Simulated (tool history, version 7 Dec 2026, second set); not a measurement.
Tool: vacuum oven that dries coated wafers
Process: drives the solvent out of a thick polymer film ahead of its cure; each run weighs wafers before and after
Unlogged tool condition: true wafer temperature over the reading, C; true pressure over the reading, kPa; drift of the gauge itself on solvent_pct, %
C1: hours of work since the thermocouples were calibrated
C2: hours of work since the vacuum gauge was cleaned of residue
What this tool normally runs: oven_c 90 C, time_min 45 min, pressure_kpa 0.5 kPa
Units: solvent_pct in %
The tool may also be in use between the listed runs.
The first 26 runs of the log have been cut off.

run 27 hour=1062 | oven_c=90 time_min=44 pressure_kpa=0.294 | C1=1542 C2=653 | solvent_pct=1.59
run 28 hour=1122.4 | oven_c=94 time_min=26 pressure_kpa=0.977 | C1=1580 C2=691 | solvent_pct=2.82
run 29 hour=1154.6 | oven_c=94 time_min=26 pressure_kpa=0.977 | C1=1601 C2=712 | solvent_pct=2.78
run 30 hour=1178.9 | oven_c=92 time_min=23 pressure_kpa=0.742 | C1=1616 C2=727 | solvent_pct=3.93
run 31 hour=1213.3 | oven_c=76 time_min=45 pressure_kpa=1.557 | C1=1638 C2=749 | solvent_pct=7.82
run 32 hour=1273.7 | oven_c=92 time_min=29 pressure_kpa=1.507 | C1=1676 C2=787 | solvent_pct=3.23
-- hour=1300.5 oven's thermocouples calibrated
run 33 hour=1312.1 | oven_c=84 time_min=23 pressure_kpa=0.5 | C1=7 C2=810 | solvent_pct=7.96
run 34 hour=1344.6 | oven_c=84 time_min=23 pressure_kpa=0.5 | C1=28 C2=830 | solvent_pct=7.93
run 35 hour=1370 | oven_c=75 time_min=79 pressure_kpa=0.277 | C1=44 C2=846 | solvent_pct=4.96
run 36 hour=1420.9 | oven_c=80 time_min=80 pressure_kpa=0.277 | C1=76 C2=878 | solvent_pct=2.88
run 37 hour=1462.8 | oven_c=80 time_min=81 pressure_kpa=0.277 | C1=102 C2=904 | solvent_pct=2.83
run 38 hour=1518.7 | oven_c=80 time_min=81 pressure_kpa=0.277 | C1=138 C2=940 | solvent_pct=2.81
run 39 hour=1575.7 | oven_c=80 time_min=66 pressure_kpa=0.277 | C1=173 C2=976 | solvent_pct=3.73
run 40 hour=1616 | oven_c=101 time_min=33 pressure_kpa=1.068 | C1=199 C2=1001 | solvent_pct=0.98
run 41 hour=1666.2 | oven_c=90 time_min=33 pressure_kpa=0.533 | C1=230 C2=1033 | solvent_pct=3.41
run 42 hour=1691.5 | oven_c=77 time_min=72 pressure_kpa=0.806 | C1=246 C2=1049 | solvent_pct=5.03
run 43 hour=1738.7 | oven_c=98 time_min=27 pressure_kpa=0.806 | C1=276 C2=1078 | solvent_pct=1.88
run 44 hour=1768.8 | oven_c=90 time_min=45 pressure_kpa=0.26 | C1=295 C2=1097 | solvent_pct=1.94
run 45 hour=1798 | oven_c=90 time_min=45 pressure_kpa=0.26 | C1=314 C2=1116 | solvent_pct=1.95
run 46 hour=1846.9 | oven_c=83 time_min=40 pressure_kpa=1.36 | C1=344 C2=1147 | solvent_pct=5.86

Forecast each of these 4 alternatives for the next run:
run A hour=1871.8 | oven_c=83 time_min=79 pressure_kpa=1.439 | C1=360 C2=1162 | solvent_pct=?
run B hour=1871.8 | oven_c=78 time_min=80 pressure_kpa=0.877 | C1=360 C2=1162 | solvent_pct=?
run C hour=1871.8 | oven_c=80 time_min=23 pressure_kpa=0.5 | C1=360 C2=1162 | solvent_pct=?
run D hour=1871.8 | oven_c=83 time_min=47 pressure_kpa=0.654 | C1=360 C2=1162 | solvent_pct=?

run=A solvent_pct=2.89
run=B solvent_pct=4.15
run=C solvent_pct=9.5
run=D solvent_pct=4.52
Without the tool's hidden state the same runs would have given:
run=A solvent_pct=2.81
run=B solvent_pct=4.07
run=C solvent_pct=9.48
run=D solvent_pct=4.48
